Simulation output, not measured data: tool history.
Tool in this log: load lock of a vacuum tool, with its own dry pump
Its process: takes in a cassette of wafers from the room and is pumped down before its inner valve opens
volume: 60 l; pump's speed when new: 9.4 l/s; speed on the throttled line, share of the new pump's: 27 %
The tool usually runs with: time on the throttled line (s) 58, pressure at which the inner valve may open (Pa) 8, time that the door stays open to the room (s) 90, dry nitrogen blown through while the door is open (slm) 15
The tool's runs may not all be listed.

run,hour,time on the throttled line (s),pressure at which the inner valve may open (Pa),time that the door stays open to the room (s),dry nitrogen blown through while the door is open (slm),"incoming humidity of the room's air, %",time from the closed door until the inner valve may open (s),rise of the pressure with all valves shut (Pa/min)
1,0,58,8,90,15,43.9,102.9,0.073
2,360,58,8,90,15,41.9,102.8,0.069
3,714.5,58,8,90,15,50.1,102.5,0.08
4,974.2,58,8,90,15,49.5,102.9,0.08
5,1282.8,58,8,90,15,42.8,103.3,0.074
6,1606.1,58,8,90,15,45.6,102.7,0.076
7,2014.6,58,8,90,15,46.1,102.1,0.076
8,2242.4,58,8,96,15,44.9,103.9,0.078

Forecast run 9:
9,2647.9,58,8,96,15,46.3,?,?

{"run 9": {"time from the closed door until the inner valve may open (s)": 103.1, "rise of the pressure with all valves shut (Pa/min)": 0.079}}
The same run, on a tool lacking any hidden state, would have yielded time from the closed door until the inner valve may open (s) 103.1, rise of the pressure with all valves shut (Pa/min) 0.078.
